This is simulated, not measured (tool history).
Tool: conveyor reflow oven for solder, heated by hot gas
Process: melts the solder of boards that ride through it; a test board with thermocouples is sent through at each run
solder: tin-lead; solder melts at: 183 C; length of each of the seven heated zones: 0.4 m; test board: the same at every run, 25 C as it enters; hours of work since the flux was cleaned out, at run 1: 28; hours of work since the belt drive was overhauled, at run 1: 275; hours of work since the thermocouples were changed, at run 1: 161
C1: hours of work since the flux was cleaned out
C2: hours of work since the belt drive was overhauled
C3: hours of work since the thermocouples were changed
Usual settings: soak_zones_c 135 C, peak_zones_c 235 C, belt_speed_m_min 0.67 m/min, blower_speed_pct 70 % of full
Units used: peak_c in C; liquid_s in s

{"run": 1, "hour": 0.0, "soak_zones_c": 135, "peak_zones_c": 235, "belt_speed_m_min": 0.67, "blower_speed_pct": 70, "C1": 28, "C2": 275, "C3": 161, "peak_c": 219.0, "liquid_s": 53.4}
{"run": 2, "hour": 6.2, "soak_zones_c": 135, "peak_zones_c": 235, "belt_speed_m_min": 0.67, "blower_speed_pct": 70, "C1": 31, "C2": 278, "C3": 164, "peak_c": 219.1, "liquid_s": 54.8}
{"run": 3, "hour": 11.8, "soak_zones_c": 135, "peak_zones_c": 235, "belt_speed_m_min": 0.67, "blower_speed_pct": 70, "C1": 34, "C2": 281, "C3": 167, "peak_c": 219.6, "liquid_s": 54.4}
{"run": 4, "hour": 20.0, "soak_zones_c": 135, "peak_zones_c": 235, "belt_speed_m_min": 0.67, "blower_speed_pct": 70, "C1": 37, "C2": 285, "C3": 171, "peak_c": 218.6, "liquid_s": 54.6}
{"run": 5, "hour": 29.4, "soak_zones_c": 135, "peak_zones_c": 235, "belt_speed_m_min": 0.67, "blower_speed_pct": 70, "C1": 42, "C2": 289, "C3": 176, "peak_c": 219.2, "liquid_s": 54.3}
{"run": 6, "hour": 36.6, "soak_zones_c": 135, "peak_zones_c": 235, "belt_speed_m_min": 0.67, "blower_speed_pct": 70, "C1": 45, "C2": 293, "C3": 179, "peak_c": 219.5, "liquid_s": 54.1}
{"run": 7, "hour": 45.6, "soak_zones_c": 135, "peak_zones_c": 235, "belt_speed_m_min": 0.67, "blower_speed_pct": 70, "C1": 50, "C2": 297, "C3": 183, "peak_c": 219.3, "liquid_s": 54.4}

Run 8 comes next. What will it give?
{"run": 8, "hour": 52.1, "soak_zones_c": 131, "peak_zones_c": 240, "belt_speed_m_min": 0.67, "blower_speed_pct": 81, "C1": 53, "C2": 300, "C3": 186, "peak_c": "?", "liquid_s": "?"}

peak_c: 224.8 C
liquid_s: 57.0 s
Were there no unlogged condition in the tool, this run, its random variation unchanged, would have produced peak_c 224.5 C, liquid_s 56.8 s.
